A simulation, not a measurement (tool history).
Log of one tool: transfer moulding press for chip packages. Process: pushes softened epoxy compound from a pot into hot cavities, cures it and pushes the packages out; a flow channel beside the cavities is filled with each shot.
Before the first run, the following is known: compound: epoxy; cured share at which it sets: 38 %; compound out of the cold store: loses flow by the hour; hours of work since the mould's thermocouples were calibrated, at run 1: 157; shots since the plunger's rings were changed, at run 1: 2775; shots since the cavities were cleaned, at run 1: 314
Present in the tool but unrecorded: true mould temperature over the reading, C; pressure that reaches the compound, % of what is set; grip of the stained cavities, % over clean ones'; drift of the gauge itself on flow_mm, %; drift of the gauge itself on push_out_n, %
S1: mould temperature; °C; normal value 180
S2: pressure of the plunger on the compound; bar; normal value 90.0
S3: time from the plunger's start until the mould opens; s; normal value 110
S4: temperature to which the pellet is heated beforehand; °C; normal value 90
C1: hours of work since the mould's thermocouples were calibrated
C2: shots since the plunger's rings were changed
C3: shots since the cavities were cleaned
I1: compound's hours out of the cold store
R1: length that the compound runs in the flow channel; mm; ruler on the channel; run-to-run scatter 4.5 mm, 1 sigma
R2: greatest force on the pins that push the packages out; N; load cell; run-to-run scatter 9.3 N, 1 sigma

run,day,S1,S2,S3,S4,C1,C2,C3,I1,R1,R2
1,0.000,180,90.0,110,90,157,2775,314,11.5,827,735
2,2.179,180,90.0,112,90,190,3307,846,45.7,767,866
# day 2.542: cavities cleaned with cleaning compound and waxed
3,3.400,177,90.0,110,90,207,3591,210,31.4,792,748
# day 4.642: plunger's sealing rings changed
4,5.688,180,84.9,110,90,240,255,743,46.1,768,867
# day 6.383: cavities cleaned with cleaning compound and waxed
5,7.967,180,84.9,110,90,273,797,388,29.1,797,747
6,9.921,180,84.9,110,90,303,1273,864,43.4,766,918
# day 10.188: cavities cleaned with cleaning compound and waxed
7,11.875,180,84.9,110,90,331,1736,413,11.0,808,815
8,13.408,180,84.9,110,90,354,2111,788,35.9,770,900
# day 14.054: cavities cleaned with cleaning compound and waxed
9,14.858,180,90.0,110,80,375,2449,196,16.8,814,633
10,17.038,180,90.0,110,80,408,2981,728,39.6,781,891
# day 17.888: cavities cleaned with cleaning compound and waxed
11,19.250,180,90.0,110,80,440,3507,333,40.9,778,722
# day 20.933: plunger's sealing rings changed
12,21.271,180,90.0,110,80,469,83,802,45.5,808,921
# day 21.750: cavities cleaned with cleaning compound and waxed
13,22.688,180,90.0,110,80,490,413,229,22.1,834,665
14,24.571,180,90.0,143,98,518,874,690,24.5,824,747
# day 25.638: cavities cleaned with cleaning compound and waxed
15,25.788,180,94.8,110,93,535,1156,38,9.4,874,486
16,27.754,180,81.5,121,96,565,1636,518,8.2,809,763
17,28.983,180,81.5,121,96,583,1936,818,20.7,784,831
# day 29.412: cavities cleaned with cleaning compound and waxed
18,30.933,179,87.0,121,82,612,2397,371,11.6,830,727
# day 31.204: mould's thermocouples calibrated
19,32.450,187,87.0,95,82,19,2748,722,16.0,771,780
# day 33.242: cavities cleaned with cleaning compound and waxed
20,33.438,174,90.0,103,90,33,2973,48,19.4,840,791
21,35.196,180,82.5,93,87,59,3403,478,44.9,733,1030
22,36.700,186,90.0,147,97,82,3770,845,31.3,765,768
# day 37.075: cavities cleaned with cleaning compound and waxed
# day 37.321: plunger's sealing rings changed
23,38.954,180,75.1,110,90,113,400,435,44.4,726,746
24,39.933,180,73.1,106,93,128,639,674,13.2,761,887
# day 41.025: cavities cleaned with cleaning compound and waxed
25,41.838,180,73.1,137,93,156,1089,199,32.1,735,551

Branching from run 25: 3 alternative next runs. What would each branch give?
A,43.612,180,72.8,137,95,182,1523,633,25.6,?,?
B,43.612,180,76.1,137,98,182,1523,633,24.5,?,?
C,43.612,183,90.0,115,86,182,1523,633,35.4,?,?

run,R1,R2
A,726,731
B,753,740
C,796,772
Had the tool no hidden state, the same runs would have come out as:
run,R1,R2
A,741,364
B,770,366
C,813,382
